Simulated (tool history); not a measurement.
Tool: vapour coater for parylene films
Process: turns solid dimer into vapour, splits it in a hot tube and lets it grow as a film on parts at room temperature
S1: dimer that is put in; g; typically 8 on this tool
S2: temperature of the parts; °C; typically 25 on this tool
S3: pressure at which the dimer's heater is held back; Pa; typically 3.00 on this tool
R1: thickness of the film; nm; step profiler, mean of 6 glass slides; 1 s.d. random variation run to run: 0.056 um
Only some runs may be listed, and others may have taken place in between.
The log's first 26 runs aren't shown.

| run | hour | S1 | S2 | S3 | R1 |
|---|---|---|---|---|---|
| 27 | 494.5 | 4 | 31 | 2.36 | 3010 |
| 28 | 520.8 | 4 | 31 | 2.36 | 3050 |
| 29 | 546.8 | 8 | 19 | 3.00 | 7260 |
| 30 | 573.0 | 8 | 19 | 3.00 | 7180 |
| 31 | 592.7 | 8 | 19 | 3.00 | 7260 |
| 32 | 605.7 | 9 | 22 | 5.96 | 7190 |
| 33 | 630.1 | 8 | 25 | 7.16 | 5890 |
| 34 | 644.7 | 5 | 29 | 3.00 | 3810 |
| 35 | 669.5 | 7 | 25 | 3.00 | 5730 |
| 36 | 693.2 | 7 | 17 | 10.94 | 5780 |
| 37 | 706.6 | 7 | 17 | 10.94 | 5630 |
| 38 | 729.3 | 7 | 17 | 2.65 | 6650 |
| 39 | 742.8 | 8 | 33 | 3.00 | 5670 |
| 40 | 764.9 | 4 | 31 | 10.05 | 2600 |
| 41 | 781.8 | 4 | 31 | 10.05 | 2520 |
| 42 | 798.5 | 6 | 25 | 8.55 | 4330 |
| 43 | 811.7 | 6 | 25 | 8.55 | 4350 |
| 44 | 833.1 | 8 | 35 | 6.94 | 5030 |
| 45 | 859.2 | 10 | 25 | 11.69 | 6980 |
| 46 | 872.9 | 10 | 25 | 11.69 | 6980 |

Here are 5 independent what-if runs from the current tool condition. What would each one return?
| A | 891.4 | 8 | 36 | 11.40 | ? |
| B | 891.4 | 8 | 20 | 3.71 | ? |
| C | 891.4 | 10 | 23 | 5.61 | ? |
| D | 891.4 | 7 | 22 | 9.75 | ? |
| E | 891.4 | 7 | 21 | 11.69 | ? |

| run | R1 |
|---|---|
| A | 4590 |
| B | 6980 |
| C | 7810 |
| D | 5180 |
| E | 5280 |
What these runs would have given with no unlogged condition in the tool:
| run | R1 |
|---|---|
| A | 4610 |
| B | 6990 |
| C | 7830 |
| D | 5190 |
| E | 5290 |
